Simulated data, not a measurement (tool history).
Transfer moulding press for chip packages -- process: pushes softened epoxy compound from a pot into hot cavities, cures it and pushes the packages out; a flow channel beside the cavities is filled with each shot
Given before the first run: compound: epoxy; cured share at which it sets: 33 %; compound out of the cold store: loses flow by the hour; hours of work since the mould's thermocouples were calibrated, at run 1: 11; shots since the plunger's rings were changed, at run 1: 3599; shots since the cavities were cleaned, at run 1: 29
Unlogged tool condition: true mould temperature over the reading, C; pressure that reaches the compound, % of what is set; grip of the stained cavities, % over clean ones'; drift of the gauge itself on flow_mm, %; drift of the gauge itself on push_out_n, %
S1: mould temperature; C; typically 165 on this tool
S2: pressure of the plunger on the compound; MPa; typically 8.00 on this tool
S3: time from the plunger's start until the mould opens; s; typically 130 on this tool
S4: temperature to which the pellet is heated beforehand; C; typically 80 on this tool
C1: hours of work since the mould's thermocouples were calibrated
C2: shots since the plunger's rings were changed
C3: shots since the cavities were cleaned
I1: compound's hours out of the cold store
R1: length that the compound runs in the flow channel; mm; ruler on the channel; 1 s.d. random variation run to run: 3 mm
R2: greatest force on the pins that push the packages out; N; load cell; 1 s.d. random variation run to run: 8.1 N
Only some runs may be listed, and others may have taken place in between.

run	hour	S1	S2	S3	S4	C1	C2	C3	I1	R1	R2
1	0.0	165	8.00	130	80	11	3599	29	10.4	660	401
2	52.2	165	8.00	130	80	36	3973	403	15.4	641	591
# hour 80.9: cavities cleaned with cleaning compound and waxed
3	111.8	164	8.00	130	80	62	4389	221	23.7	602	817
# hour 168.0: cavities cleaned with cleaning compound and waxed
4	174.2	164	8.00	130	80	90	4825	44	42.5	534	426
5	203.7	159	8.00	130	80	104	5036	255	47.4	524	755
6	246.8	159	8.00	130	80	124	5345	564	46.6	530	917
# hour 253.2: cavities cleaned with cleaning compound and waxed
7	292.0	159	8.00	130	80	144	5658	278	28.3	595	822
8	332.7	159	8.00	130	80	163	5950	570	35.1	570	941
# hour 337.6: cavities cleaned with cleaning compound and waxed
9	392.0	159	8.00	130	80	189	6364	389	47.2	520	815
# hour 402.5: plunger's sealing rings changed
10	423.0	165	8.00	140	80	202	147	593	29.8	603	575
# hour 428.6: cavities cleaned with cleaning compound and waxed
# hour 446.7: cavities cleaned with cleaning compound and waxed, once more
11	471.5	165	9.41	140	80	223	473	177	36.1	624	452
12	519.1	162	6.43	154	80	245	814	518	29.4	544	592
# hour 535.5: cavities cleaned with cleaning compound and waxed
13	569.2	165	6.23	123	80	268	1162	241	31.3	524	542
14	601.3	171	8.47	110	72	283	1392	471	35.2	578	541
# hour 623.9: cavities cleaned with cleaning compound and waxed
15	655.9	171	8.00	127	80	307	1772	229	9.9	654	432
16	686.8	165	6.19	154	80	321	1993	450	37.0	497	486
# hour 712.8: cavities cleaned with cleaning compound and waxed
17	716.7	165	6.80	124	87	334	2197	28	24.6	570	405
18	768.8	165	6.41	124	73	358	2570	401	37.4	502	587
# hour 797.3: cavities cleaned with cleaning compound and waxed
19	820.3	165	6.41	124	73	381	2929	165	42.6	482	456
# hour 883.6: cavities cleaned with cleaning compound and waxed
20	884.2	164	8.28	124	76	410	3376	5	33.8	579	419
21	926.2	162	6.13	159	73	430	3676	305	27.6	527	476

Take each entry between the runs: how does the hidden state at the last listed run before it differ from the hidden state at the first listed run after it?
From run 2 to run 3: cavities cleaned with cleaning compound and waxed (hour 80.9)
  true mould temperature over the reading, C: -0.13 -> -0.09; pressure that reaches the compound, % of what is set: 92.06 -> 91.22; grip of the stained cavities, % over clean ones': 57.2 -> 114.6
  measured less the result without the state, R1: -26 -> -28 mm; R2: +217 -> +437 N
From run 3 to run 4: cavities cleaned with cleaning compound and waxed (hour 168.0)
  true mould temperature over the reading, C: -0.09 -> -0.04; pressure that reaches the compound, % of what is set: 91.22 -> 90.36; grip of the stained cavities, % over clean ones': 114.6 -> 10.1
  measured less the result without the state, R1: -28 -> -28 mm; R2: +437 -> +39 N
From run 6 to run 7: cavities cleaned with cleaning compound and waxed (hour 253.2)
  true mould temperature over the reading, C: 0.02 -> 0.05; pressure that reaches the compound, % of what is set: 89.31 -> 88.68; grip of the stained cavities, % over clean ones': 72.1 -> 46.8
  measured less the result without the state, R1: -30 -> -37 mm; R2: +386 -> +261 N
From run 8 to run 9: cavities cleaned with cleaning compound and waxed (hour 337.6)
  true mould temperature over the reading, C: 0.08 -> 0.13; pressure that reaches the compound, % of what is set: 88.1 -> 87.32; grip of the stained cavities, % over clean ones': 72.7 -> 57.9
  measured less the result without the state, R1: -37 -> -37 mm; R2: +392 -> +292 N
From run 9 to run 10: plunger's sealing rings changed (hour 402.5)
  true mould temperature over the reading, C: 0.13 -> 0.15; pressure that reaches the compound, % of what is set: 87.32 -> 99.69; grip of the stained cavities, % over clean ones': 57.9 -> 74.7
  measured less the result without the state, R1: -37 -> -1 mm; R2: +292 -> +246 N
From run 10 to run 11: cavities cleaned with cleaning compound and waxed (hour 428.6); cavities cleaned with cleaning compound and waxed, once more (hour 446.7)
  true mould temperature over the reading, C: 0.15 -> 0.18; pressure that reaches the compound, % of what is set: 99.69 -> 99.11; grip of the stained cavities, % over clean ones': 74.7 -> 36.1
  measured less the result without the state, R1: -1 -> -3 mm; R2: +246 -> +118 N
From run 12 to run 13: cavities cleaned with cleaning compound and waxed (hour 535.5)
  true mould temperature over the reading, C: 0.22 -> 0.25; pressure that reaches the compound, % of what is set: 98.47 -> 97.83; grip of the stained cavities, % over clean ones': 73.1 -> 42.3
  measured less the result without the state, R1: -5 -> -6 mm; R2: +245 -> +154 N
From run 14 to run 15: cavities cleaned with cleaning compound and waxed (hour 623.9)
  true mould temperature over the reading, C: 0.28 -> 0.32; pressure that reaches the compound, % of what is set: 97.38 -> 96.64; grip of the stained cavities, % over clean ones': 65.4 -> 39.8
  measured less the result without the state, R1: -9 -> -12 mm; R2: +210 -> +121 N
From run 16 to run 17: cavities cleaned with cleaning compound and waxed (hour 712.8)
  true mould temperature over the reading, C: 0.35 -> 0.37; pressure that reaches the compound, % of what is set: 96.14 -> 95.76; grip of the stained cavities, % over clean ones': 65 -> 5.9
  measured less the result without the state, R1: -10 -> -13 mm; R2: +190 -> +14 N
From run 18 to run 19: cavities cleaned with cleaning compound and waxed (hour 797.3)
  true mould temperature over the reading, C: 0.41 -> 0.45; pressure that reaches the compound, % of what is set: 95.06 -> 94.36; grip of the stained cavities, % over clean ones': 59.5 -> 30.6
  measured less the result without the state, R1: -13 -> -15 mm; R2: +209 -> +98 N
From run 19 to run 20: cavities cleaned with cleaning compound and waxed (hour 883.6)
  true mould temperature over the reading, C: 0.45 -> 0.5; pressure that reaches the compound, % of what is set: 94.36 -> 93.46; grip of the stained cavities, % over clean ones': 30.6 -> 2.5
  measured less the result without the state, R1: -15 -> -22 mm; R2: +98 -> -3 N
